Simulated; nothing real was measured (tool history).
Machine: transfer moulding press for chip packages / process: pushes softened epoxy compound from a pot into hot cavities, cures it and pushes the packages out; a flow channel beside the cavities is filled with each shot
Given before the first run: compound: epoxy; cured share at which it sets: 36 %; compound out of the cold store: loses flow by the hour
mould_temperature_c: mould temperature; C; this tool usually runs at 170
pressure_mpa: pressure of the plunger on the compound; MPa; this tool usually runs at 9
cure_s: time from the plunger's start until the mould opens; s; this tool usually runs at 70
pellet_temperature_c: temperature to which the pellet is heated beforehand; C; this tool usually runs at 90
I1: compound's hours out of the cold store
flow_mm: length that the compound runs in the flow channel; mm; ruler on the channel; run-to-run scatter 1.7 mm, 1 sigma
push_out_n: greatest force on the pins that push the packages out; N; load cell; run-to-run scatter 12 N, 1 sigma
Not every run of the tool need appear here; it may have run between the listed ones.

run 1 hour=0 | mould_temperature_c=170 pressure_mpa=9 cure_s=70 pellet_temperature_c=90 | I1=9 | flow_mm=708 push_out_n=793
-- hour=29.6 cavities cleaned with cleaning compound and waxed
run 2 hour=39.1 | mould_temperature_c=170 pressure_mpa=9 cure_s=70 pellet_temperature_c=90 | I1=18.8 | flow_mm=662 push_out_n=645
-- hour=91 cavities cleaned with cleaning compound and waxed
run 3 hour=92.5 | mould_temperature_c=170 pressure_mpa=7.02 cure_s=70 pellet_temperature_c=90 | I1=10.4 | flow_mm=613 push_out_n=529
-- hour=125.3 plunger's sealing rings changed
run 4 hour=141.7 | mould_temperature_c=170 pressure_mpa=6.95 cure_s=70 pellet_temperature_c=90 | I1=33.6 | flow_mm=552 push_out_n=760
-- hour=155 cavities cleaned with cleaning compound and waxed
run 5 hour=193 | mould_temperature_c=170 pressure_mpa=6.95 cure_s=70 pellet_temperature_c=90 | I1=17.6 | flow_mm=605 push_out_n=809
-- hour=214.7 cavities cleaned with cleaning compound and waxed
run 6 hour=233.6 | mould_temperature_c=170 pressure_mpa=6.95 cure_s=70 pellet_temperature_c=90 | I1=10.3 | flow_mm=628 push_out_n=733
-- hour=248.3 mould's thermocouples calibrated
run 7 hour=267.2 | mould_temperature_c=170 pressure_mpa=6.95 cure_s=70 pellet_temperature_c=90 | I1=35.4 | flow_mm=537 push_out_n=761
-- hour=276.8 cavities cleaned with cleaning compound and waxed
run 8 hour=297.5 | mould_temperature_c=170 pressure_mpa=6.84 cure_s=70 pellet_temperature_c=90 | I1=41 | flow_mm=514 push_out_n=641
-- hour=338.2 cavities cleaned with cleaning compound and waxed
run 9 hour=348 | mould_temperature_c=170 pressure_mpa=6.84 cure_s=70 pellet_temperature_c=90 | I1=14.7 | flow_mm=599 push_out_n=611
run 10 hour=374.5 | mould_temperature_c=172 pressure_mpa=9 cure_s=70 pellet_temperature_c=90 | I1=38.5 | flow_mm=590 push_out_n=637
-- hour=397.8 cavities cleaned with cleaning compound and waxed
run 11 hour=421.7 | mould_temperature_c=170 pressure_mpa=9 cure_s=70 pellet_temperature_c=90 | I1=36.9 | flow_mm=597 push_out_n=643
-- hour=459.1 cavities cleaned with cleaning compound and waxed
-- hour=469.5 mould's thermocouples calibrated, once more
run 12 hour=472.1 | mould_temperature_c=170 pressure_mpa=9 cure_s=70 pellet_temperature_c=90 | I1=35.4 | flow_mm=602 push_out_n=628
-- hour=521.6 cavities cleaned with cleaning compound and waxed
-- hour=531.3 plunger's sealing rings changed
run 13 hour=534.8 | mould_temperature_c=170 pressure_mpa=9 cure_s=70 pellet_temperature_c=90 | I1=15.2 | flow_mm=706 push_out_n=676
-- hour=582.6 cavities cleaned with cleaning compound and waxed
run 14 hour=583.6 | mould_temperature_c=170 pressure_mpa=9 cure_s=70 pellet_temperature_c=90 | I1=48 | flow_mm=578 push_out_n=514
run 15 hour=634.8 | mould_temperature_c=170 pressure_mpa=9 cure_s=70 pellet_temperature_c=90 | I1=14.2 | flow_mm=706 push_out_n=954
-- hour=642.7 cavities cleaned with cleaning compound and waxed
run 16 hour=679.1 | mould_temperature_c=170 pressure_mpa=9 cure_s=70 pellet_temperature_c=90 | I1=44.5 | flow_mm=583 push_out_n=751
-- hour=703 cavities cleaned with cleaning compound and waxed
run 17 hour=727.8 | mould_temperature_c=176 pressure_mpa=7.91 cure_s=77 pellet_temperature_c=91 | I1=47.9 | flow_mm=525 push_out_n=452
run 18 hour=759.1 | mould_temperature_c=176 pressure_mpa=7.91 cure_s=77 pellet_temperature_c=91 | I1=8.5 | flow_mm=663 push_out_n=558
-- hour=766.2 cavities cleaned with cleaning compound and waxed
run 19 hour=795.2 | mould_temperature_c=176 pressure_mpa=7.91 cure_s=77 pellet_temperature_c=91 | I1=40.3 | flow_mm=542 push_out_n=468
-- hour=828.3 cavities cleaned with cleaning compound and waxed
run 20 hour=834.5 | mould_temperature_c=176 pressure_mpa=7.91 cure_s=77 pellet_temperature_c=91 | I1=20.5 | flow_mm=608 push_out_n=369
run 21 hour=878.9 | mould_temperature_c=173 pressure_mpa=7.82 cure_s=87 pellet_temperature_c=91 | I1=30 | flow_mm=570 push_out_n=515
-- hour=886.7 cavities cleaned with cleaning compound and waxed
run 22 hour=912.1 | mould_temperature_c=171 pressure_mpa=9.94 cure_s=70 pellet_temperature_c=90 | I1=26.1 | flow_mm=662 push_out_n=711
-- hour=931.2 plunger's sealing rings changed
-- hour=948.5 cavities cleaned with cleaning compound and waxed
run 23 hour=973.8 | mould_temperature_c=163 pressure_mpa=9.94 cure_s=80 pellet_temperature_c=90 | I1=43.5 | flow_mm=632 push_out_n=784
-- hour=1007.9 cavities cleaned with cleaning compound and waxed
run 24 hour=1024.4 | mould_temperature_c=169 pressure_mpa=10.81 cure_s=70 pellet_temperature_c=89 | I1=26.4 | flow_mm=717 push_out_n=733
run 25 hour=1057.7 | mould_temperature_c=168 pressure_mpa=9 cure_s=71 pellet_temperature_c=90 | I1=47.1 | flow_mm=576 push_out_n=833
-- hour=1067.9 cavities cleaned with cleaning compound and waxed
run 26 hour=1097.1 | mould_temperature_c=168 pressure_mpa=9.74 cure_s=71 pellet_temperature_c=84 | I1=42.5 | flow_mm=614 push_out_n=837
-- hour=1129.8 cavities cleaned with cleaning compound and waxed
run 27 hour=1153 | mould_temperature_c=165 pressure_mpa=6.86 cure_s=71 pellet_temperature_c=84 | I1=43.8 | flow_mm=511 push_out_n=938

Branching from run 27: 4 alternative next runs. What would each branch give?
-- hour=1190.6 cavities cleaned with cleaning compound and waxed
run A hour=1199 | mould_temperature_c=165 pressure_mpa=6.86 cure_s=101 pellet_temperature_c=84 | I1=25.2 | flow_mm=? push_out_n=?
-- hour=1190.6 cavities cleaned with cleaning compound and waxed
run B hour=1199 | mould_temperature_c=165 pressure_mpa=9.41 cure_s=71 pellet_temperature_c=84 | I1=10.8 | flow_mm=? push_out_n=?
-- hour=1190.6 cavities cleaned with cleaning compound and waxed
run C hour=1199 | mould_temperature_c=165 pressure_mpa=7.43 cure_s=61 pellet_temperature_c=99 | I1=12.9 | flow_mm=? push_out_n=?
-- hour=1190.6 cavities cleaned with cleaning compound and waxed
run D hour=1199 | mould_temperature_c=165 pressure_mpa=7.8 cure_s=106 pellet_temperature_c=97 | I1=29.4 | flow_mm=? push_out_n=?

run=A flow_mm=568 push_out_n=391
run=B flow_mm=726 push_out_n=933
run=C flow_mm=633 push_out_n=1134
run=D flow_mm=586 push_out_n=382
What these runs would have given with no unlogged condition in the tool:
run=A flow_mm=591 push_out_n=334
run=B flow_mm=755 push_out_n=817
run=C flow_mm=658 push_out_n=978
run=D flow_mm=609 push_out_n=323
